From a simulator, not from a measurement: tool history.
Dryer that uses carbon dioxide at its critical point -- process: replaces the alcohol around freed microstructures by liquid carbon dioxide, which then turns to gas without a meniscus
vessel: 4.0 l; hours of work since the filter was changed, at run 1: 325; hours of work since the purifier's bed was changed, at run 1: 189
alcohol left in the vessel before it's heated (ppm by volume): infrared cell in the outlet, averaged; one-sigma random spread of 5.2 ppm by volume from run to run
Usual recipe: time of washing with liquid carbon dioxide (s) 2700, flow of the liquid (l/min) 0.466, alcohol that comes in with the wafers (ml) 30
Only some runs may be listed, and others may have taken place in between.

run	hour	time of washing with liquid carbon dioxide (s)	flow of the liquid (l/min)	alcohol that comes in with the wafers (ml)	hours of work since the filter was changed	hours of work since the purifier's bed was changed	alcohol left in the vessel before it's heated (ppm by volume)
1	0.0	2700	0.466	30	325	189	140
2	15.4	2700	0.466	30	334	197	152
3	33.8	2700	0.359	30	345	208	330
4	48.6	2700	0.359	30	353	216	322
5	61.6	2700	0.466	30	360	224	157
6	73.5	2700	0.466	30	367	230	145
7	87.7	2700	0.466	30	375	238	159
8	103.0	4020	0.466	30	384	247	43
9	115.3	2700	0.466	53	391	254	276
10	138.9	2700	0.466	53	404	267	271
11	154.1	2700	0.466	30	413	276	167
12	164.7	2700	0.466	30	419	282	161
13	176.9	2700	0.466	30	426	289	172
14	200.1	2700	0.466	30	439	302	165
15	214.2	3420	0.466	30	447	310	85
# hour 223.5: inlet filter changed
16	240.7	3420	0.466	30	10	324	50
17	254.4	3420	0.466	30	18	332	53
18	266.7	2700	0.466	30	24	339	114
19	281.5	2700	0.466	30	33	347	121
20	307.2	2700	0.466	30	47	362	109
21	322.3	2700	0.466	30	56	371	119
22	336.7	2700	0.466	30	64	379	125
23	360.0	2700	0.424	30	77	392	160
24	373.3	2700	0.424	30	85	399	159
25	388.9	2820	0.780	97	94	408	44
26	401.1	2040	0.363	73	101	415	1363
27	422.0	2040	0.363	73	112	427	1366
28	441.3	3240	0.352	23	123	438	144
29	463.1	3240	0.352	23	136	450	136
30	488.6	2460	0.483	42	150	465	217
31	514.3	2460	0.483	42	165	479	206
32	532.9	2940	0.419	36	175	490	173
33	553.7	1620	0.677	39	187	501	292
34	580.0	1620	0.677	39	202	516	297
35	598.3	1620	0.677	39	212	527	302
36	614.4	1920	0.367	60	221	536	1389
37	630.8	1740	0.714	56	231	545	288
38	654.9	2580	0.657	111	244	559	147
39	670.7	4140	0.299	22	253	568	122
40	688.0	2940	0.299	21	263	577	317
41	699.0	2940	0.497	21	269	584	81
42	719.0	2580	0.466	30	280	595	190
43	742.3	3420	0.527	30	294	608	64
44	764.7	3780	0.783	93	306	621	45
45	787.1	3780	0.783	93	319	634	62
46	798.7	2700	0.587	30	326	640	89
47	810.2	2700	0.587	30	332	647	95

Consider 4 possible next runs. They are alternatives, not a sequence: every one starts from the tool as it was left by run 47. What does each give?
A	831.1	2340	0.445	30	344	658	?
B	831.1	1620	0.593	30	344	658	?
C	831.1	1860	0.466	30	344	658	?
D	831.1	2040	0.466	30	344	658	?

run	alcohol left in the vessel before it's heated (ppm by volume)
A	323
B	425
C	518
D	418
The same runs, with their run-to-run variation unchanged, on a tool lacking any hidden condition would have given:
run	alcohol left in the vessel before it's heated (ppm by volume)
A	184
B	264
C	339
D	257
